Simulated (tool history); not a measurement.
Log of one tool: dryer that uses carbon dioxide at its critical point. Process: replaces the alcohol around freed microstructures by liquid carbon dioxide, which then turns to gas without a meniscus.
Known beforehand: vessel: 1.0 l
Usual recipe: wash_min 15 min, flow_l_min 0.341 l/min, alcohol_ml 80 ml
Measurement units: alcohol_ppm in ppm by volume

Run 1, hour 0: usual settings. Result: alcohol_ppm 1413 ppm by volume.
Run 2, hour 28.4: usual settings but alcohol_ml 60 ml. Result: alcohol_ppm 1133 ppm by volume.
Run 3, hour 65.1: usual settings but alcohol_ml 60 ml. Result: alcohol_ppm 1154 ppm by volume.
Run 4, hour 101: usual settings. Result: alcohol_ppm 1565 ppm by volume.
Run 5, hour 126.5: usual settings. Result: alcohol_ppm 1576 ppm by volume.
Run 6, hour 145.4: usual settings. Result: alcohol_ppm 1661 ppm by volume.
Run 7, hour 179.6: usual settings but flow_l_min 0.429 l/min. Result: alcohol_ppm 646 ppm by volume.
Run 8, hour 217: usual settings but flow_l_min 0.429 l/min. Result: alcohol_ppm 688 ppm by volume.
Run 9, hour 249: usual settings but flow_l_min 0.429 l/min. Result: alcohol_ppm 704 ppm by volume.
Run 10, hour 265.1: usual settings but wash_min 14 min. Result: alcohol_ppm 2415 ppm by volume.
Run 11, hour 284: usual settings but wash_min 17 min, flow_l_min 0.235 l/min, alcohol_ml 23 ml. Result: alcohol_ppm 1390 ppm by volume.

What does the tool deliver on the next run?
Run 12, hour 318.3: usual settings but wash_min 17 min, flow_l_min 0.235 l/min, alcohol_ml 23 ml. Result: alcohol_ppm ?.

alcohol_ppm: 1398 ppm by volume
The same run, on a tool lacking any hidden state, would have yielded alcohol_ppm 875 ppm by volume.

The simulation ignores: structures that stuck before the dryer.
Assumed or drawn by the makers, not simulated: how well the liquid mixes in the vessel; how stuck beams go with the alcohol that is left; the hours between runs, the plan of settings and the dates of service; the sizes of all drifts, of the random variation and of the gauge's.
